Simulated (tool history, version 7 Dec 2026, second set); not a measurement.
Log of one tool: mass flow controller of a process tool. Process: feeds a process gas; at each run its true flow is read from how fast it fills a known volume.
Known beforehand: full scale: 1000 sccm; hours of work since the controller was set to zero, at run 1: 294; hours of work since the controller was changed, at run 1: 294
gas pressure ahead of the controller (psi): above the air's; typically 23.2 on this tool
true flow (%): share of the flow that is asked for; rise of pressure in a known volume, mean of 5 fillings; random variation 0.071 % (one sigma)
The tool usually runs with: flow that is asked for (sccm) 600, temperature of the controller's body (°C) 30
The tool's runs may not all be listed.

run,hour,flow that is asked for (sccm),gas pressure ahead of the controller (psi),temperature of the controller's body (°C),hours of work since the controller was set to zero,hours of work since the controller was changed,true flow (%)
1,0.0,600,23.2,30,294,294,99.52
2,44.1,600,23.2,30,311,311,99.48
3,98.3,600,23.2,30,331,331,99.54
4,168.1,600,23.2,30,357,357,99.64
5,242.1,600,23.2,30,385,385,99.42
6,301.0,347,23.2,30,407,407,99.11
7,396.7,600,23.2,30,442,442,99.54
8,480.5,600,23.2,30,474,474,99.53
9,533.2,600,23.2,30,493,493,99.62
10,601.1,600,37.4,20,519,519,99.31
11,694.0,600,37.4,33,553,553,99.84
12,772.9,883,20.3,20,583,583,99.53
13,850.2,883,20.3,20,612,612,99.43

Below are 5 alternative next runs, each starting from the tool's condition after run 13. Predict each:
A,918.9,688,26.5,39,637,637,?
B,918.9,405,29.9,25,637,637,?
C,918.9,785,25.2,25,637,637,?
D,918.9,600,34.5,30,637,637,?
E,918.9,148,23.5,21,637,637,?

run,true flow (%)
A,100.07
B,99.03
C,99.57
D,99.79
E,98.49
Stripped of hidden state, with their random variation kept, the same runs would have yielded:
run,true flow (%)
A,100.07
B,99.03
C,99.57
D,99.79
E,98.48
